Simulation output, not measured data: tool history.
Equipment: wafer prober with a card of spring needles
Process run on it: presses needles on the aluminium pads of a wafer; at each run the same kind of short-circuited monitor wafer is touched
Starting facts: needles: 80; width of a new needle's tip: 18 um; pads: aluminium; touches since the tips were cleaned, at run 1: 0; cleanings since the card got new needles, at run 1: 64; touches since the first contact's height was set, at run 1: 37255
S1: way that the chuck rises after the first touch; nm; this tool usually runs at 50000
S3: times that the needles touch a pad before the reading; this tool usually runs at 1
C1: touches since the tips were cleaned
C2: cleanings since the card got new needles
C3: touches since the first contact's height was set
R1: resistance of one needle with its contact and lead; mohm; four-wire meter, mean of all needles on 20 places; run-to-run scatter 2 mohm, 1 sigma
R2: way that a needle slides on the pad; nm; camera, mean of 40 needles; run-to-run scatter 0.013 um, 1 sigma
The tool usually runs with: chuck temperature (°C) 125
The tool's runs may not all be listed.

run 1 day=0 | S1=50000 chuck_temperature_(°C)=125 S3=1 | C1=0 C2=64 C3=37255 | R1=224 R2=7240
-- day=1.842 tips cleaned on abrasive film
run 2 day=2.575 | S1=50000 chuck_temperature_(°C)=125 S3=1 | C1=3985 C2=65 C3=51192 | R1=297 R2=7240
-- day=3.608 tips cleaned on abrasive film
-- day=5.3 tips cleaned on abrasive film
run 3 day=5.921 | S1=50000 chuck_temperature_(°C)=125 S3=1 | C1=3368 C2=67 C3=69263 | R1=251 R2=7230
-- day=6.921 tips cleaned on abrasive film
run 4 day=8.262 | S1=50000 chuck_temperature_(°C)=125 S3=1 | C1=7253 C2=68 C3=81922 | R1=272 R2=7210
-- day=8.575 tips cleaned on abrasive film
-- day=8.825 height of the first contact set anew
-- day=10.246 tips cleaned on abrasive film
-- day=11.988 tips cleaned on abrasive film
run 5 day=12.196 | S1=50000 chuck_temperature_(°C)=125 S3=2 | C1=1133 C2=71 C3=18217 | R1=230 R2=7250
-- day=13.788 tips cleaned on abrasive film
-- day=14.708 tips cleaned on abrasive film, once more
run 6 day=15.679 | S1=50000 chuck_temperature_(°C)=125 S3=1 | C1=5262 C2=73 C3=37033 | R1=261 R2=7280
-- day=16.467 tips cleaned on abrasive film
run 7 day=17.838 | S1=50000 chuck_temperature_(°C)=125 S3=1 | C1=7424 C2=74 C3=48719 | R1=276 R2=7260
-- day=18.125 tips cleaned on abrasive film
-- day=19.883 tips cleaned on abrasive film
run 8 day=21.358 | S1=50000 chuck_temperature_(°C)=52 S3=1 | C1=8002 C2=76 C3=67749 | R1=255 R2=7210
-- day=21.617 tips cleaned on abrasive film
-- day=23.408 tips cleaned on abrasive film
-- day=24.508 height of the first contact set anew
-- day=25.05 tips cleaned on abrasive film
run 9 day=25.471 | S1=50000 chuck_temperature_(°C)=52 S3=1 | C1=2287 C2=79 C3=5179 | R1=233 R2=7280
-- day=26.983 tips cleaned on abrasive film
-- day=28.662 tips cleaned on abrasive film
run 10 day=28.854 | S1=50000 chuck_temperature_(°C)=52 S3=1 | C1=1045 C2=81 C3=23465 | R1=222 R2=7230
-- day=30.458 tips cleaned on abrasive film
run 11 day=31.458 | S1=48000 chuck_temperature_(°C)=72 S3=2 | C1=5412 C2=82 C3=37543 | R1=244 R2=6980
-- day=32.346 tips cleaned on abrasive film
-- day=34.146 tips cleaned on abrasive film
run 12 day=34.146 | S1=47000 chuck_temperature_(°C)=106 S3=2 | C1=0 C2=84 C3=52074 | R1=225 R2=6800
-- day=36.112 tips cleaned on abrasive film
run 13 day=37.104 | S1=47000 chuck_temperature_(°C)=106 S3=2 | C1=5363 C2=85 C3=68071 | R1=250 R2=6780
-- day=37.996 tips cleaned on abrasive film
-- day=39.721 tips cleaned on abrasive film
run 14 day=39.812 | S1=48000 chuck_temperature_(°C)=125 S3=1 | C1=490 C2=87 C3=82688 | R1=236 R2=6920

Run 15 comes next. What will it give?
-- day=40.279 height of the first contact set anew
-- day=41.446 tips cleaned on abrasive film
-- day=43.3 tips cleaned on abrasive film
run 15 day=43.854 | S1=48000 chuck_temperature_(°C)=125 S3=1 | C1=2992 C2=89 C3=19326 | R1=? R2=?

R1: 255 mohm
R2: 6980 nm
Take away the tool's hidden state, keep the run-to-run variation as it was, and the same run would have given R1 218 mohm, R2 6990 nm.

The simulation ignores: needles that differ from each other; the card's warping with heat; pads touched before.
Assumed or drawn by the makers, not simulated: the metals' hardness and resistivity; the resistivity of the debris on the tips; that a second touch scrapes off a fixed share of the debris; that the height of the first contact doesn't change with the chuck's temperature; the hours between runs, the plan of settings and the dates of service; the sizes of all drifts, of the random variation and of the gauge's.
